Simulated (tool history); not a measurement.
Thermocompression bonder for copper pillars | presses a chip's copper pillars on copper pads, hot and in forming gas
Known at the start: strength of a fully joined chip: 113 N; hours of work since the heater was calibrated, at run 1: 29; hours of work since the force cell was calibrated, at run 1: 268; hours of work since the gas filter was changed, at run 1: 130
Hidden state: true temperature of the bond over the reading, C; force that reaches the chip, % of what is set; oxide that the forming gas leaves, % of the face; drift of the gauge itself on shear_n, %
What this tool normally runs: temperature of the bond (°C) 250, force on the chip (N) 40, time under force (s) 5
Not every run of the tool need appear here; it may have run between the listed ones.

| run | hour | temperature of the bond (°C) | force on the chip (N) | time under force (s) | hours of work since the heater was calibrated | hours of work since the force cell was calibrated | hours of work since the gas filter was changed | force that shears a chip off (N) |
|---|---|---|---|---|---|---|---|---|
| 1 | 0 | 250 | 40 | 5 | 29 | 268 | 130 | 51.9 |
| 2 | 34.3 | 250 | 40 | 5 | 48 | 288 | 149 | 52.1 |
| 3 | 52.5 | 250 | 55 | 5 | 58 | 298 | 159 | 57.6 |
| 4 | 74.5 | 250 | 55 | 5 | 71 | 310 | 172 | 58.3 |
| 5 | 106 | 250 | 40 | 7 | 88 | 327 | 189 | 56.9 |
| 6 | 136.7 | 250 | 40 | 5 | 105 | 344 | 206 | 50.7 |
| 7 | 168.6 | 235 | 40 | 5 | 123 | 362 | 224 | 38 |
| 8 | 185.6 | 258 | 40 | 5 | 132 | 372 | 234 | 58.3 |
| 9 | 212 | 250 | 53 | 10 | 147 | 386 | 248 | 70 |

What does the tool deliver on the next run?
| 10 | 247 | 227 | 40 | 5 | 167 | 406 | 268 | ? |

{"run 10": {"force that shears a chip off (N)": 31.4}}
With the hidden condition absent and the run-to-run variation left alone, this run would have shown force that shears a chip off (N) 33.5.

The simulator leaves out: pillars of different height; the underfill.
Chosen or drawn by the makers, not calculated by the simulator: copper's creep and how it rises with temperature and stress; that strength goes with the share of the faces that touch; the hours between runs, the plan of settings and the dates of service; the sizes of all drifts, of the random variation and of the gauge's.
